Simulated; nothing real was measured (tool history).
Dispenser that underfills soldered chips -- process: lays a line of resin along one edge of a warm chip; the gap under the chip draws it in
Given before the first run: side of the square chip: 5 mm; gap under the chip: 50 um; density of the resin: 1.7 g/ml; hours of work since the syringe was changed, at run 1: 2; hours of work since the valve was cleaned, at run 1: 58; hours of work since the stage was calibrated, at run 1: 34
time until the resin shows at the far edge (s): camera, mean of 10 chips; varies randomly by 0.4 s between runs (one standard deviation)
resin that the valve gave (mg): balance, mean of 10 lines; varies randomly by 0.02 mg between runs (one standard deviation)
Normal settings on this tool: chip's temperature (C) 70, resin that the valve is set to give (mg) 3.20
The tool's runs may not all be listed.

run   hour  chip's temperature (C)  resin that the valve is set to give (mg)  hours of work since the syringe was changed  hours of work since the valve was cleaned  hours of work since the stage was calibrated  time until the resin shows at the far edge (s)  resin that the valve gave (mg)
  1    0.0                      70                                      3.20                                            2                                         58                                            34                                            28.8                            3.05
  2    4.3                      70                                      3.20                                            5                                         62                                            37                                            34.3                            3.09
      10.3  -- new syringe of resin
  3   11.3                      70                                      3.20                                            1                                         67                                            42                                            27.9                            3.04
  4   17.4                      70                                      3.20                                            5                                         71                                            47                                            35.9                            3.02
      23.3  -- new syringe of resin
  5   24.7                      70                                      3.20                                            1                                         76                                            52                                            28.1                            2.99
  6   31.2                      70                                      3.20                                            6                                         81                                            57                                            35.7                            2.97
  7   35.4                      70                                      3.20                                            9                                         84                                            60                                            43.0                            3.01
      36.2  -- new syringe of resin
  8   42.1                      70                                      3.20                                            4                                         89                                            65                                            34.0                            3.02
      47.4  -- dispensing valve cleaned and set on the balance
      50.3  -- new syringe of resin
  9   50.6                      70                                      3.20                                            0                                          2                                            70                                            26.3                            3.19
 10   56.8                      70                                      3.20                                            5                                          7                                            75                                            34.2                            3.15
      63.3  -- new syringe of resin
 11   63.8                      70                                      3.20                                            0                                         12                                            80                                            26.4                            3.16
 12   69.6                      70                                      3.20                                            5                                         16                                            84                                            34.4                            3.18
 13   73.1                      70                                      3.20                                            7                                         19                                            87                                            39.2                            3.15
      76.5  -- new syringe of resin
 14   80.6                      70                                      3.20                                            3                                         24                                            92                                            30.2                            3.15
 15   88.6                      58                                      3.20                                            9                                         30                                            98                                            70.4                            3.12
      89.4  -- new syringe of resin
 16   93.8                      59                                      3.23                                            3                                         34                                           102                                            52.0                            3.13
 17   98.4                      59                                      3.23                                            7                                         37                                           105                                            59.9                            3.13
     102.4  -- new syringe of resin
 18  103.9                      63                                      3.23                                            1                                         41                                           109                                            38.9                            3.11
 19  111.1                      81                                      3.46                                            6                                         46                                           114                                            23.3                            3.37
 20  114.5                      70                                      3.87                                            9                                         49                                           117                                            42.0                            3.76
     115.8  -- new syringe of resin
 21  118.7                      67                                      3.34                                            2                                         52                                           120                                            34.6                            3.24
 22  125.0                      67                                      3.34                                            7                                         57                                           124                                            44.1                            3.22
     128.8  -- new syringe of resin
 23  129.6                      81                                      3.56                                            1                                         60                                           128                                            18.0                            3.41

Forecast run 24:
 24  133.0                      75                                      3.11                                            3                                         62                                           130                                               ?                               ?

Logged for run 24: time until the resin shows at the far edge (s) 26.2, resin that the valve gave (mg) 2.97.
Had the tool carried no hidden state, the very same run would have given time until the resin shows at the far edge (s) 21.4, resin that the valve gave (mg) 3.10.

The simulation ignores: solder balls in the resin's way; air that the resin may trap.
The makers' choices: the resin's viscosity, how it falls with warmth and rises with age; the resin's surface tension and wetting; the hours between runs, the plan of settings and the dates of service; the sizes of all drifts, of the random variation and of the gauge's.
